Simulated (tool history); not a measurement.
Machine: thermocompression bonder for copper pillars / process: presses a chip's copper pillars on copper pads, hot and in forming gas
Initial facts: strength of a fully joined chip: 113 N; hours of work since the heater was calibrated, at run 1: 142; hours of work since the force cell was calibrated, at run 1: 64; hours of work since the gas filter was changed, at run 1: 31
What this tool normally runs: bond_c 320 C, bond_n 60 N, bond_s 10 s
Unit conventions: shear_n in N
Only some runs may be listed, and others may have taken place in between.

run    hour  bond_c  bond_n  bond_s  hours of work since the heater was calibrated  hours of work since the force cell was calibrated  hours of work since the gas filter was changed  shear_n
  1       0     320      60      10                                            142                                                 64                                              31     67.1
  2    20.3     320      60      10                                            153                                                 75                                              42     65.1
  3    37.8     320      60      10                                            163                                                 85                                              51     65.5
  4    74.1     320      60      10                                            183                                                105                                              71     66.3
  5    91.7     321      60      10                                            192                                                115                                              81     65.7
  6   108.9     320      60      15                                            202                                                124                                              90     73.9
  7   140.5     320      60      12                                            219                                                141                                             108     70.1
  8   174.6     320      60      10                                            238                                                160                                             126     66.1
  9   195.3     304      60      10                                            249                                                171                                             138     58.6
 10   223.5     301      60      10                                            265                                                187                                             153     56.5
      247.5  -- forming gas filter changed
 11   256.5     301      60      10                                            282                                                205                                               5     57.8
 12   284.2     301      60      10                                            298                                                220                                              20     57.4
 13   310.5     320      63      10                                            312                                                234                                              35     69.3
 14     333     320      63      10                                            324                                                247                                              47     69.3
 15   363.4     320      63      10                                            341                                                263                                              64     69.1
 16   384.5     320      63      10                                            353                                                275                                              75     69.3
 17   416.8     320      63      10                                            370                                                293                                              93     69.9
 18   440.1     320      63      10                                            383                                                305                                             106     67.7
 19   477.6     320      60      11                                            404                                                326                                             126     67.8
 20   510.2     320      60      11                                            422                                                344                                             144     67.7
 21     539     320      60      11                                            437                                                360                                             160     68.4
      551.8  -- forming gas filter changed
 22   569.6     320      45      18                                            454                                                376                                              10     62.6
 23   603.1     320      45      18                                            472                                                395                                              28     62.5
 24     639     320      45      18                                            492                                                414                                              48     61.8
 25   655.8     346      52      20                                            501                                                424                                              57     82.7
 26   683.6     329      76       9                                            516                                                439                                              72     80.5
      694.4  -- heater calibrated with a thermocouple chip
 27   712.4     329      76       9                                             10                                                454                                              87     80.2
 28   733.3     344      63      26                                             21                                                465                                              98     96.8
 29   769.9     300      41      21                                             41                                                485                                             119     50.7
 30   796.7     309      60      12                                             56                                                500                                             133     64.7
 31   830.3     309      60      12                                             75                                                518                                             152     64.5
      857.8  -- forming gas filter changed
 32   863.1     304      60      12                                             92                                                536                                               3     63.2
 33   885.1     304      60      12                                            104                                                548                                              15       63
 34   907.3     315      44      10                                            116                                                560                                              27     47.9
 35   937.7     340      44      10                                            133                                                577                                              44     57.8
 36   974.8     320      37      29                                            154                                                597                                              64     60.6
 37   993.1     320      37      29                                            164                                                607                                              74     60.8
 38  1026.2     320      37      29                                            182                                                625                                              92       62
 39  1043.1     320      37      29                                            191                                                635                                             102       61
 40  1069.8     346      73      11                                            206                                                649                                             116     88.2

Predict each of these 4 candidate next runs independently; none follows another, all start after run 40:
  A  1096.2     309      60      25                                            220                                                664                                             131        ?
  B  1096.2     346      73       8                                            220                                                664                                             131        ?
  C  1096.2     315      64      26                                            220                                                664                                             131        ?
  D  1096.2     346      46      16                                            220                                                664                                             131        ?

run  shear_n
  A     79.9
  B     84.6
  C     86.8
  D     72.1
What these runs would have given with no unlogged condition in the tool:
run  shear_n
  A     80.2
  B     84.9
  C     87.1
  D     72.3

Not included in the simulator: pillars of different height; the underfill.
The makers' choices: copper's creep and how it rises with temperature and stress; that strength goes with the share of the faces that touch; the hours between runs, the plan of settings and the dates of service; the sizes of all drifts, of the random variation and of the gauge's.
